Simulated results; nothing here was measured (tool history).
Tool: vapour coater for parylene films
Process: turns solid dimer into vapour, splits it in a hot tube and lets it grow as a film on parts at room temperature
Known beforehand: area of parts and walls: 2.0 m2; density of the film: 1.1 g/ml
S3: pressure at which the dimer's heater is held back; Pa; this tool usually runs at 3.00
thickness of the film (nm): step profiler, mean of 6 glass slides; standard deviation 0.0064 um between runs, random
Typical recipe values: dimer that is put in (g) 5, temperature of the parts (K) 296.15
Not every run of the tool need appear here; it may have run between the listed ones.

{"run": 1, "hour": 0.0, "dimer that is put in (g)": 5, "temperature of the parts (K)": 296.15, "S3": 3.0, "thickness of the film (nm)": 1797}
{"run": 2, "hour": 10.6, "dimer that is put in (g)": 5, "temperature of the parts (K)": 296.15, "S3": 3.0, "thickness of the film (nm)": 1793}
{"run": 3, "hour": 16.8, "dimer that is put in (g)": 3, "temperature of the parts (K)": 296.15, "S3": 3.0, "thickness of the film (nm)": 1071}
{"run": 4, "hour": 25.2, "dimer that is put in (g)": 5, "temperature of the parts (K)": 296.15, "S3": 3.0, "thickness of the film (nm)": 1788}
{"run": 5, "hour": 33.6, "dimer that is put in (g)": 5, "temperature of the parts (K)": 296.15, "S3": 3.0, "thickness of the film (nm)": 1789}
{"run": 6, "hour": 44.3, "dimer that is put in (g)": 5, "temperature of the parts (K)": 296.15, "S3": 3.0, "thickness of the film (nm)": 1787}
{"run": 7, "hour": 58.9, "dimer that is put in (g)": 5, "temperature of the parts (K)": 296.15, "S3": 3.0, "thickness of the film (nm)": 1787}
{"run": 8, "hour": 66.5, "dimer that is put in (g)": 5, "temperature of the parts (K)": 300.15, "S3": 3.0, "thickness of the film (nm)": 1479}
{"run": 9, "hour": 79.8, "dimer that is put in (g)": 4, "temperature of the parts (K)": 296.15, "S3": 3.0, "thickness of the film (nm)": 1428}
{"run": 10, "hour": 87.5, "dimer that is put in (g)": 4, "temperature of the parts (K)": 296.15, "S3": 3.0, "thickness of the film (nm)": 1423}
{"run": 11, "hour": 101.8, "dimer that is put in (g)": 3, "temperature of the parts (K)": 296.15, "S3": 3.0, "thickness of the film (nm)": 1067}
{"run": 12, "hour": 109.5, "dimer that is put in (g)": 5, "temperature of the parts (K)": 293.15, "S3": 3.0, "thickness of the film (nm)": 2033}
{"run": 13, "hour": 124.6, "dimer that is put in (g)": 5, "temperature of the parts (K)": 293.15, "S3": 3.0, "thickness of the film (nm)": 2026}
{"run": 14, "hour": 136.1, "dimer that is put in (g)": 5, "temperature of the parts (K)": 293.15, "S3": 3.0, "thickness of the film (nm)": 2027}
{"run": 15, "hour": 144.1, "dimer that is put in (g)": 3, "temperature of the parts (K)": 296.15, "S3": 4.01, "thickness of the film (nm)": 998}
{"run": 16, "hour": 152.3, "dimer that is put in (g)": 3, "temperature of the parts (K)": 296.15, "S3": 4.01, "thickness of the film (nm)": 989}
{"run": 17, "hour": 161.3, "dimer that is put in (g)": 3, "temperature of the parts (K)": 296.15, "S3": 4.01, "thickness of the film (nm)": 989}
{"hour": 163.6, "done": "table's thermometer calibrated"}
{"run": 18, "hour": 171.6, "dimer that is put in (g)": 3, "temperature of the parts (K)": 296.15, "S3": 4.01, "thickness of the film (nm)": 989}
{"run": 19, "hour": 184.9, "dimer that is put in (g)": 3, "temperature of the parts (K)": 296.15, "S3": 4.01, "thickness of the film (nm)": 997}
{"run": 20, "hour": 191.6, "dimer that is put in (g)": 7, "temperature of the parts (K)": 295.15, "S3": 9.17, "thickness of the film (nm)": 1989}
{"run": 21, "hour": 205.6, "dimer that is put in (g)": 3, "temperature of the parts (K)": 295.15, "S3": 4.1, "thickness of the film (nm)": 1028}
{"run": 22, "hour": 213.7, "dimer that is put in (g)": 6, "temperature of the parts (K)": 295.15, "S3": 2.13, "thickness of the film (nm)": 2397}
{"hour": 220.5, "done": "table's thermometer calibrated, once more"}
{"run": 23, "hour": 221.2, "dimer that is put in (g)": 3, "temperature of the parts (K)": 289.15, "S3": 3.8, "thickness of the film (nm)": 1275}
{"run": 24, "hour": 232.0, "dimer that is put in (g)": 8, "temperature of the parts (K)": 297.15, "S3": 2.27, "thickness of the film (nm)": 2869}
{"run": 25, "hour": 245.2, "dimer that is put in (g)": 8, "temperature of the parts (K)": 297.15, "S3": 2.27, "thickness of the film (nm)": 2855}
{"run": 26, "hour": 252.5, "dimer that is put in (g)": 8, "temperature of the parts (K)": 297.15, "S3": 2.27, "thickness of the film (nm)": 2845}
{"run": 27, "hour": 264.5, "dimer that is put in (g)": 8, "temperature of the parts (K)": 297.15, "S3": 2.27, "thickness of the film (nm)": 2874}

Run by run, hidden condition taken away, random variation retained:
The tool's hidden condition here consists of: vapour lost through the trap's worn valve, %; true temperature of the parts over the reading, C; drift of the gauge itself on film_um, %.
run=1 thickness_of_the_film_(nm)=1847
run=2 thickness_of_the_film_(nm)=1845
run=3 thickness_of_the_film_(nm)=1103
run=4 thickness_of_the_film_(nm)=1843
run=5 thickness_of_the_film_(nm)=1845
run=6 thickness_of_the_film_(nm)=1845
run=7 thickness_of_the_film_(nm)=1847
run=8 thickness_of_the_film_(nm)=1530
run=9 thickness_of_the_film_(nm)=1478
run=10 thickness_of_the_film_(nm)=1473
run=11 thickness_of_the_film_(nm)=1107
run=12 thickness_of_the_film_(nm)=2109
run=13 thickness_of_the_film_(nm)=2105
run=14 thickness_of_the_film_(nm)=2107
run=15 thickness_of_the_film_(nm)=1038
run=16 thickness_of_the_film_(nm)=1030
run=17 thickness_of_the_film_(nm)=1031
run=18 thickness_of_the_film_(nm)=1031
run=19 thickness_of_the_film_(nm)=1040
run=20 thickness_of_the_film_(nm)=2076
run=21 thickness_of_the_film_(nm)=1074
run=22 thickness_of_the_film_(nm)=2506
run=23 thickness_of_the_film_(nm)=1342
run=24 thickness_of_the_film_(nm)=3018
run=25 thickness_of_the_film_(nm)=3007
run=26 thickness_of_the_film_(nm)=2998
run=27 thickness_of_the_film_(nm)=3031
